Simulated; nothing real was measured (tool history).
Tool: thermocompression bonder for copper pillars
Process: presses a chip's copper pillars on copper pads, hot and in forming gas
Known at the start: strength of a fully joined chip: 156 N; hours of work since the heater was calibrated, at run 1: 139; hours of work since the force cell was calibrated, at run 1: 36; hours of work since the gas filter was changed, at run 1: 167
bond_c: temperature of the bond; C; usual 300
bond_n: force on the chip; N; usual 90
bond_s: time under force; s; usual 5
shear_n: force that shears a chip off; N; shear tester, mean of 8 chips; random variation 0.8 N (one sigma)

| run | hour | bond_c | bond_n | bond_s | hours of work since the heater was calibrated | hours of work since the force cell was calibrated | hours of work since the gas filter was changed | shear_n |
|---|---|---|---|---|---|---|---|---|
| 1 | 0 | 300 | 90 | 5 | 139 | 36 | 167 | 57.8 |
| 2 | 15 | 300 | 58 | 5 | 148 | 45 | 176 | 42.4 |
| 3 | 40.7 | 300 | 58 | 5 | 164 | 61 | 192 | 43 |
| 4 | 53.5 | 300 | 90 | 5 | 172 | 69 | 200 | 55.6 |
|  | 79.6 | forming gas filter changed |
| 5 | 79.6 | 278 | 90 | 5 | 189 | 85 | 0 | 50 |
| 6 | 103.6 | 278 | 90 | 5 | 204 | 100 | 15 | 48 |
| 7 | 131.3 | 278 | 90 | 5 | 221 | 118 | 33 | 48 |
| 8 | 154.4 | 300 | 73 | 5 | 236 | 132 | 47 | 53.9 |
| 9 | 177.9 | 287 | 88 | 5 | 250 | 147 | 62 | 53 |

Forecast run 10:
| 10 | 199.9 | 287 | 88 | 5 | 264 | 161 | 76 | ? |

{"run 10": {"shear_n": 53.1}}
Without the tool's hidden state the same run would have given shear_n 53.7 N.
